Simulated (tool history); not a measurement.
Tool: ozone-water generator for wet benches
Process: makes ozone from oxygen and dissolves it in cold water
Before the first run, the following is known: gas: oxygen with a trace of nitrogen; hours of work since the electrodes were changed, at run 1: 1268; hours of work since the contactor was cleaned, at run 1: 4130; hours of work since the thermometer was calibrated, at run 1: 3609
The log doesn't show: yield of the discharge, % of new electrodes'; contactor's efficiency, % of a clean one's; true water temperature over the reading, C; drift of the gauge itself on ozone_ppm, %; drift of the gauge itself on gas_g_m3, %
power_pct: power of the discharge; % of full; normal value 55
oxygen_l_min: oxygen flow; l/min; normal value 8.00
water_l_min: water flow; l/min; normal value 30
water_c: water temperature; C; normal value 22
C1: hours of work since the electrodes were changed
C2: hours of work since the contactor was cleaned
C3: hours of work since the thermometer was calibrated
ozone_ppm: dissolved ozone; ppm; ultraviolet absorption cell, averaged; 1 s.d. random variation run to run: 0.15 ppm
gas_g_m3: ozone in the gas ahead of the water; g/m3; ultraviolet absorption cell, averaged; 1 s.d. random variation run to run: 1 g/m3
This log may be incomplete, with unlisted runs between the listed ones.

run 1 hour=0.0 | power_pct=55 oxygen_l_min=8.00 water_l_min=30 water_c=22 | C1=1268 C2=4130 C3=3609 | ozone_ppm=17.8 gas_g_m3=177.4
run 2 hour=136.0 | power_pct=55 oxygen_l_min=8.00 water_l_min=30 water_c=22 | C1=1403 C2=4265 C3=3744 | ozone_ppm=17.7 gas_g_m3=177.4
run 3 hour=318.2 | power_pct=55 oxygen_l_min=8.00 water_l_min=30 water_c=22 | C1=1583 C2=4445 C3=3925 | ozone_ppm=17.5 gas_g_m3=179.3
run 4 hour=419.0 | power_pct=55 oxygen_l_min=10.43 water_l_min=30 water_c=22 | C1=1683 C2=4545 C3=4025 | ozone_ppm=18.5 gas_g_m3=163.6
-- hour=560.0 water thermometer calibrated
run 5 hour=567.2 | power_pct=55 oxygen_l_min=10.43 water_l_min=30 water_c=22 | C1=1830 C2=4692 C3=7 | ozone_ppm=18.6 gas_g_m3=162.1
run 6 hour=736.7 | power_pct=55 oxygen_l_min=8.93 water_l_min=30 water_c=22 | C1=1998 C2=4860 C3=175 | ozone_ppm=18.0 gas_g_m3=171.1
run 7 hour=871.1 | power_pct=55 oxygen_l_min=8.93 water_l_min=30 water_c=22 | C1=2131 C2=4993 C3=309 | ozone_ppm=17.8 gas_g_m3=170.1
run 8 hour=995.1 | power_pct=55 oxygen_l_min=8.93 water_l_min=30 water_c=22 | C1=2254 C2=5116 C3=431 | ozone_ppm=17.6 gas_g_m3=171.2
-- hour=1024.3 water thermometer calibrated, once more
run 9 hour=1117.9 | power_pct=55 oxygen_l_min=8.93 water_l_min=30 water_c=22 | C1=2375 C2=5237 C3=93 | ozone_ppm=17.9 gas_g_m3=169.3
run 10 hour=1306.3 | power_pct=55 oxygen_l_min=8.00 water_l_min=30 water_c=22 | C1=2562 C2=5424 C3=280 | ozone_ppm=17.4 gas_g_m3=176.4
run 11 hour=1399.6 | power_pct=70 oxygen_l_min=8.00 water_l_min=30 water_c=20 | C1=2655 C2=5517 C3=372 | ozone_ppm=20.8 gas_g_m3=202.9
run 12 hour=1570.8 | power_pct=55 oxygen_l_min=9.87 water_l_min=30 water_c=22 | C1=2825 C2=5687 C3=542 | ozone_ppm=18.0 gas_g_m3=163.3
run 13 hour=1701.7 | power_pct=55 oxygen_l_min=9.87 water_l_min=30 water_c=22 | C1=2954 C2=5816 C3=672 | ozone_ppm=18.1 gas_g_m3=161.1
run 14 hour=1786.0 | power_pct=88 oxygen_l_min=8.00 water_l_min=30 water_c=22 | C1=3038 C2=5900 C3=755 | ozone_ppm=23.4 gas_g_m3=234.2
-- hour=1862.3 contactor cleaned
run 15 hour=1983.7 | power_pct=88 oxygen_l_min=8.00 water_l_min=30 water_c=22 | C1=3230 C2=120 C3=947 | ozone_ppm=23.7 gas_g_m3=233.5
run 16 hour=2113.4 | power_pct=77 oxygen_l_min=4.44 water_l_min=30 water_c=17 | C1=3359 C2=249 C3=1076 | ozone_ppm=19.6 gas_g_m3=262.4
run 17 hour=2269.4 | power_pct=55 oxygen_l_min=8.00 water_l_min=26 water_c=22 | C1=3513 C2=404 C3=1231 | ozone_ppm=19.6 gas_g_m3=172.7
run 18 hour=2411.1 | power_pct=47 oxygen_l_min=8.00 water_l_min=20 water_c=22 | C1=3654 C2=544 C3=1371 | ozone_ppm=21.4 gas_g_m3=157.4
run 19 hour=2504.3 | power_pct=53 oxygen_l_min=6.45 water_l_min=30 water_c=22 | C1=3746 C2=637 C3=1464 | ozone_ppm=16.4 gas_g_m3=181.2
run 20 hour=2665.0 | power_pct=70 oxygen_l_min=5.41 water_l_min=30 water_c=22 | C1=3906 C2=796 C3=1623 | ozone_ppm=18.5 gas_g_m3=229.0

Subtracting, for every run, the result it would have given without the tool's unlogged condition from the measured result gives the following. The same run-to-run variation enters both numbers; the gauge's scatter may not:
run=1 ozone_ppm=-0.6 gas_g_m3=-2.0
run=2 ozone_ppm=-0.6 gas_g_m3=-2.3
run=3 ozone_ppm=-0.7 gas_g_m3=-2.7
run=4 ozone_ppm=-0.8 gas_g_m3=-2.7
run=5 ozone_ppm=-0.8 gas_g_m3=-3.0
run=6 ozone_ppm=-0.8 gas_g_m3=-3.7
run=7 ozone_ppm=-0.9 gas_g_m3=-3.9
run=8 ozone_ppm=-0.9 gas_g_m3=-4.2
run=9 ozone_ppm=-0.9 gas_g_m3=-4.5
run=10 ozone_ppm=-1.0 gas_g_m3=-5.1
run=11 ozone_ppm=-1.3 gas_g_m3=-7.3
run=12 ozone_ppm=-1.1 gas_g_m3=-5.4
run=13 ozone_ppm=-1.1 gas_g_m3=-5.5
run=14 ozone_ppm=-1.9 gas_g_m3=-11.3
run=15 ozone_ppm=-1.4 gas_g_m3=-12.1
run=16 ozone_ppm=-1.1 gas_g_m3=-13.2
run=17 ozone_ppm=-0.9 gas_g_m3=-7.3
run=18 ozone_ppm=-1.0 gas_g_m3=-6.2
run=19 ozone_ppm=-0.9 gas_g_m3=-8.1
run=20 ozone_ppm=-1.2 gas_g_m3=-13.0
